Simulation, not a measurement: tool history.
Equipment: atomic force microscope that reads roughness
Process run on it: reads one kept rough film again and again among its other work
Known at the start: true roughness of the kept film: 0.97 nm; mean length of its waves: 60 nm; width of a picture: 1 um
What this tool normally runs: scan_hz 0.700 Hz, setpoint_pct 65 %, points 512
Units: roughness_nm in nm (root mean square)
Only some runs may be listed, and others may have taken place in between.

run	day	scan_hz	setpoint_pct	points	roughness_nm
1	0.000	0.700	65	512	0.942
2	1.267	0.700	65	512	0.939
3	1.908	0.700	65	512	0.940
4	2.850	0.700	65	512	0.935
5	3.946	0.700	65	512	0.920
6	4.588	0.700	65	512	0.918
7	5.642	0.700	65	512	0.947
8	6.325	0.700	65	675	0.942
9	7.500	0.700	65	675	0.934
10	8.929	0.700	65	675	0.928
11	9.679	0.700	65	675	0.923
12	10.638	0.700	78	512	0.899
13	11.438	2.652	86	491	0.800
14	12.358	0.700	65	388	0.945
15	13.467	0.700	71	513	0.920
16	14.604	0.700	75	513	0.908
17	15.529	3.794	90	428	0.691
18	16.662	3.794	90	428	0.713
19	17.288	0.596	72	367	0.932
20	18.204	0.596	72	367	0.931
21	19.375	2.938	58	317	0.899
22	20.821	0.700	64	480	0.915
23	21.508	0.700	64	480	0.914

Missing from the log above: 5 entries noted between runs. For each, name the pair of listed runs it sits between and say how the tool's hidden condition differs from the listed run just before to the listed run just after:
Logged between run 6 and run 7: new tip fitted (day 5.475)
  radius of the tip, nm: 38.6 -> 11.7; height scale over the true one, %: 0.57 -> 0.58
  measured minus no-state result, roughness_nm: -0.023 -> +0.004 nm (root mean square)
Logged between run 12 and run 13: height scale calibrated on a step standard (day 10.742); new tip fitted (day 11.062)
  radius of the tip, nm: 41.6 -> 12.7; height scale over the true one, %: 0.67 -> 0.89
  measured minus no-state result, roughness_nm: -0.024 -> +0.005 nm (root mean square)
Logged between run 14 and run 15: height scale calibrated on a step standard, once more (day 13.275)
  radius of the tip, nm: 18.3 -> 24.4; height scale over the true one, %: 0.91 -> 0
  measured minus no-state result, roughness_nm: +0.001 -> -0.014 nm (root mean square)
Logged between run 17 and run 18: new tip fitted (day 16.662)
  radius of the tip, nm: 36.8 -> 11.1; height scale over the true one, %: 0.03 -> 0.05
  measured minus no-state result, roughness_nm: -0.019 -> +0.000 nm (root mean square)
